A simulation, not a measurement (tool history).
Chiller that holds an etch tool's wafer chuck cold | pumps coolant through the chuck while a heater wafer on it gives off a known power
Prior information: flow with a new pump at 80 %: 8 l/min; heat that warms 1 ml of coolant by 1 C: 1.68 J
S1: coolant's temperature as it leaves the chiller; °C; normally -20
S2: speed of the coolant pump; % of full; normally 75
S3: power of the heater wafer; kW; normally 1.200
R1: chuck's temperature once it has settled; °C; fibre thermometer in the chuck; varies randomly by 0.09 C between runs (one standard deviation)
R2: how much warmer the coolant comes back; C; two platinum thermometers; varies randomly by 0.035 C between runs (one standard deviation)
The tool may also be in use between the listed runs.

run    hour   S1  S2     S3      R1    R2
  1     0.0  -20  75  1.200   -9.09  5.93
  2    65.9  -20  75  1.200   -9.14  6.01
  3   131.3  -20  75  1.200   -9.17  5.98
  4   192.3  -20  75  1.200   -9.21  6.00
  5   263.7  -20  70  1.200   -8.32  6.46
  6   325.4  -20  70  1.787   -2.58  9.62
  7   362.1  -20  80  1.200   -9.61  5.61
  8   430.2  -20  75  1.024  -10.56  5.11
  9   490.2  -20  75  1.024  -10.52  5.15
 10   540.4  -20  75  1.024  -10.42  5.14
 11   575.3  -20  75  1.024  -10.51  5.14
 12   637.4  -20  75  1.200   -8.75  6.03
 13   717.9  -20  75  1.200   -8.89  6.06
 14   762.5  -20  75  1.200   -8.92  6.08
 15   802.5  -22  75  1.200  -10.73  6.05
 16   855.2  -22  75  1.200  -10.69  6.10
 17   936.7  -22  75  1.200  -10.65  6.07
 18  1017.4  -22  75  1.200  -10.79  6.04
     1027.1  -- coolant changed, channels flushed
 19  1063.8  -22  75  1.200  -11.53  6.12
 20  1126.4  -26  75  1.200  -15.56  6.07
 21  1166.4  -16  66  0.916   -7.07  5.31
 22  1205.3  -16  66  0.916   -6.90  5.39
 23  1251.8  -17  78  1.200   -6.79  5.84
 24  1301.8  -17  78  1.200   -6.80  5.91
 25  1341.6  -21  85  1.200  -11.60  5.29
 26  1416.8  -21  85  1.176  -11.82  5.24
 27  1472.8  -23  75  1.262  -11.86  6.37
 28  1541.7  -23  75  1.262  -11.84  6.41
     1568.8  -- chiller's thermometer calibrated
 29  1615.2  -23  75  1.262  -12.27  6.46
 30  1679.0  -23  75  1.262  -12.21  6.40
 31  1741.4  -23  75  1.262  -12.18  6.45

What if the next run were any one of these 5? Each begins from the tool's condition after run 31:
  A  1800.9  -23  96  1.365   ?   ?
  B  1800.9  -22  87  0.633   ?   ?
  C  1800.9  -18  77  1.208   ?   ?
  D  1800.9  -20  65  0.829   ?   ?
  E  1800.9  -20  64  1.200   ?   ?

run      R1    R2
  A  -13.84  5.32
  B  -17.48  2.75
  C   -8.01  6.08
  D  -11.62  5.05
  E   -7.78  7.28
Had the tool no hidden state, the same runs would have come out as:
run      R1    R2
  A  -14.54  4.98
  B  -17.86  2.57
  C   -8.79  5.69
  D  -12.26  4.73
  E   -8.70  6.82
